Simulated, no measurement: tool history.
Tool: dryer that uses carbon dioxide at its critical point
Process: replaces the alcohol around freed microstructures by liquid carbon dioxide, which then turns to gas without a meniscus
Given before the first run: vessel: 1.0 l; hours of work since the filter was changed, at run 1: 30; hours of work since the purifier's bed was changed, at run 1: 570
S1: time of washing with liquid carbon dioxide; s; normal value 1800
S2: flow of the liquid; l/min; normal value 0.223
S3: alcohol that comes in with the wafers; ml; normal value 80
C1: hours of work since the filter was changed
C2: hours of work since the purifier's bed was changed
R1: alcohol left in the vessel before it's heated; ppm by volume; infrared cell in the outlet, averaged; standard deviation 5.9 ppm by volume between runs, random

run	day	S1	S2	S3	C1	C2	R1
1	0.000	1800	0.223	80	30	570	353
2	2.229	2520	0.223	80	56	596	169
3	4.767	2520	0.223	80	85	625	189
4	7.325	2520	0.182	80	115	655	288
5	9.608	2520	0.182	80	141	682	285
6	10.904	2520	0.182	80	157	697	293
7	12.567	1800	0.223	80	176	716	453
8	15.088	1800	0.223	29	205	745	277
9	17.542	2520	0.223	49	234	774	216
10	19.729	2520	0.223	49	259	799	207
11	20.958	1800	0.181	21	273	813	461

Pick out some run-to-run changes in R1. Of each, how much would a tool without hidden state show as well, from the settings, what came in and chance, and how much is left for the hidden state and any gauge scatter not in both results compared?
The hidden state here: flow that reaches the vessel past the clogged filter, %; alcohol in the recycled carbon dioxide, ppm; drift of the gauge itself on alcohol_ppm, %.
Run 10 -> 11: S1 2520 -> 1800, S2 0.223 -> 0.181, S3 49 -> 21. R1 +254 ppm by volume: hidden state +76, all else +178.

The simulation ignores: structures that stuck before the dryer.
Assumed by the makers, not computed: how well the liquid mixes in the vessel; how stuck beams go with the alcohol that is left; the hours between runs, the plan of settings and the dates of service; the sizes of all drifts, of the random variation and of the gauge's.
